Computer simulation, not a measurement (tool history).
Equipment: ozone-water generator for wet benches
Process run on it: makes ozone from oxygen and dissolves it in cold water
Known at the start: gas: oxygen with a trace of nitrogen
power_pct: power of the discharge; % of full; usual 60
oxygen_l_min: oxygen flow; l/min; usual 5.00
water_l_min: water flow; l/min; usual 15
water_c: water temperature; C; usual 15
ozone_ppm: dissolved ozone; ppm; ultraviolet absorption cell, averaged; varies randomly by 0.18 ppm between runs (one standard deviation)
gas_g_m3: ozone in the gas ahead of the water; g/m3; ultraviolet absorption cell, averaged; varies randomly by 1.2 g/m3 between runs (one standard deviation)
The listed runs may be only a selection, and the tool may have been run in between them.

run 1 hour=0.0 | power_pct=60 oxygen_l_min=5.00 water_l_min=15 water_c=15 | ozone_ppm=23.3 gas_g_m3=219.6
run 2 hour=23.4 | power_pct=60 oxygen_l_min=5.00 water_l_min=15 water_c=15 | ozone_ppm=23.1 gas_g_m3=219.0
run 3 hour=39.4 | power_pct=60 oxygen_l_min=5.00 water_l_min=15 water_c=15 | ozone_ppm=23.0 gas_g_m3=216.1
run 4 hour=61.0 | power_pct=60 oxygen_l_min=5.00 water_l_min=15 water_c=15 | ozone_ppm=23.2 gas_g_m3=217.3
run 5 hour=91.0 | power_pct=60 oxygen_l_min=5.00 water_l_min=15 water_c=15 | ozone_ppm=22.8 gas_g_m3=215.9
run 6 hour=119.9 | power_pct=60 oxygen_l_min=5.00 water_l_min=15 water_c=15 | ozone_ppm=23.2 gas_g_m3=216.8
run 7 hour=150.4 | power_pct=60 oxygen_l_min=5.00 water_l_min=15 water_c=13 | ozone_ppm=23.8 gas_g_m3=214.5
run 8 hour=165.3 | power_pct=60 oxygen_l_min=5.00 water_l_min=11 water_c=15 | ozone_ppm=30.2 gas_g_m3=218.2
run 9 hour=196.3 | power_pct=60 oxygen_l_min=5.00 water_l_min=11 water_c=15 | ozone_ppm=30.5 gas_g_m3=216.5
run 10 hour=210.6 | power_pct=60 oxygen_l_min=3.52 water_l_min=15 water_c=15 | ozone_ppm=21.3 gas_g_m3=245.7
run 11 hour=243.7 | power_pct=60 oxygen_l_min=3.52 water_l_min=15 water_c=15 | ozone_ppm=21.4 gas_g_m3=245.0
run 12 hour=258.1 | power_pct=60 oxygen_l_min=3.52 water_l_min=15 water_c=15 | ozone_ppm=21.2 gas_g_m3=245.0
run 13 hour=283.8 | power_pct=60 oxygen_l_min=3.52 water_l_min=15 water_c=15 | ozone_ppm=21.5 gas_g_m3=242.8
run 14 hour=312.0 | power_pct=60 oxygen_l_min=7.83 water_l_min=15 water_c=15 | ozone_ppm=24.2 gas_g_m3=186.8
run 15 hour=332.3 | power_pct=60 oxygen_l_min=5.00 water_l_min=15 water_c=14 | ozone_ppm=23.2 gas_g_m3=216.8
run 16 hour=352.2 | power_pct=60 oxygen_l_min=5.00 water_l_min=15 water_c=14 | ozone_ppm=23.2 gas_g_m3=218.6
run 17 hour=374.3 | power_pct=60 oxygen_l_min=5.00 water_l_min=18 water_c=14 | ozone_ppm=19.4 gas_g_m3=214.2
run 18 hour=391.6 | power_pct=60 oxygen_l_min=2.99 water_l_min=15 water_c=15 | ozone_ppm=19.8 gas_g_m3=258.3
run 19 hour=425.3 | power_pct=82 oxygen_l_min=2.57 water_l_min=16 water_c=18 | ozone_ppm=22.8 gas_g_m3=365.5
run 20 hour=441.7 | power_pct=82 oxygen_l_min=2.57 water_l_min=16 water_c=18 | ozone_ppm=23.2 gas_g_m3=363.2
-- hour=457.9 contactor cleaned
run 21 hour=478.4 | power_pct=57 oxygen_l_min=2.57 water_l_min=10 water_c=18 | ozone_ppm=28.4 gas_g_m3=261.0
run 22 hour=504.2 | power_pct=60 oxygen_l_min=4.02 water_l_min=21 water_c=15 | ozone_ppm=16.2 gas_g_m3=234.7
run 23 hour=536.8 | power_pct=84 oxygen_l_min=2.74 water_l_min=21 water_c=15 | ozone_ppm=19.1 gas_g_m3=358.6
-- hour=539.3 water thermometer calibrated
run 24 hour=556.9 | power_pct=44 oxygen_l_min=2.74 water_l_min=14 water_c=15 | ozone_ppm=16.9 gas_g_m3=201.0
run 25 hour=587.8 | power_pct=45 oxygen_l_min=7.66 water_l_min=20 water_c=10 | ozone_ppm=16.3 gas_g_m3=143.0
-- hour=603.1 water thermometer calibrated, once more
run 26 hour=603.9 | power_pct=42 oxygen_l_min=3.52 water_l_min=13 water_c=10 | ozone_ppm=19.9 gas_g_m3=177.0
run 27 hour=635.5 | power_pct=85 oxygen_l_min=5.82 water_l_min=9 water_c=15 | ozone_ppm=50.7 gas_g_m3=282.9
run 28 hour=658.1 | power_pct=77 oxygen_l_min=5.00 water_l_min=15 water_c=15 | ozone_ppm=30.1 gas_g_m3=269.8
run 29 hour=684.4 | power_pct=72 oxygen_l_min=5.00 water_l_min=15 water_c=15 | ozone_ppm=28.6 gas_g_m3=253.3
run 30 hour=704.8 | power_pct=66 oxygen_l_min=6.39 water_l_min=11 water_c=14 | ozone_ppm=35.4 gas_g_m3=218.3
run 31 hour=722.4 | power_pct=67 oxygen_l_min=5.00 water_l_min=18 water_c=10 | ozone_ppm=23.7 gas_g_m3=239.7
run 32 hour=740.9 | power_pct=60 oxygen_l_min=5.00 water_l_min=16 water_c=10 | ozone_ppm=24.2 gas_g_m3=214.3
run 33 hour=774.0 | power_pct=60 oxygen_l_min=5.00 water_l_min=16 water_c=10 | ozone_ppm=24.1 gas_g_m3=214.9
run 34 hour=795.1 | power_pct=66 oxygen_l_min=5.45 water_l_min=18 water_c=20 | ozone_ppm=20.6 gas_g_m3=227.6

Below are 3 alternative next runs, each starting from the tool's condition after run 34. Predict each:
run A hour=827.0 | power_pct=66 oxygen_l_min=7.05 water_l_min=13 water_c=20 | ozone_ppm=? gas_g_m3=?
run B hour=827.0 | power_pct=66 oxygen_l_min=2.96 water_l_min=18 water_c=9 | ozone_ppm=? gas_g_m3=?
run C hour=827.0 | power_pct=85 oxygen_l_min=6.80 water_l_min=15 water_c=15 | ozone_ppm=? gas_g_m3=?

run=A ozone_ppm=27.7 gas_g_m3=208.0
run=B ozone_ppm=20.0 gas_g_m3=280.4
run=C ozone_ppm=34.4 gas_g_m3=265.9
With no hidden state in the tool, these same runs would have given:
run=A ozone_ppm=28.7 gas_g_m3=212.4
run=B ozone_ppm=20.8 gas_g_m3=286.3
run=C ozone_ppm=35.9 gas_g_m3=272.9

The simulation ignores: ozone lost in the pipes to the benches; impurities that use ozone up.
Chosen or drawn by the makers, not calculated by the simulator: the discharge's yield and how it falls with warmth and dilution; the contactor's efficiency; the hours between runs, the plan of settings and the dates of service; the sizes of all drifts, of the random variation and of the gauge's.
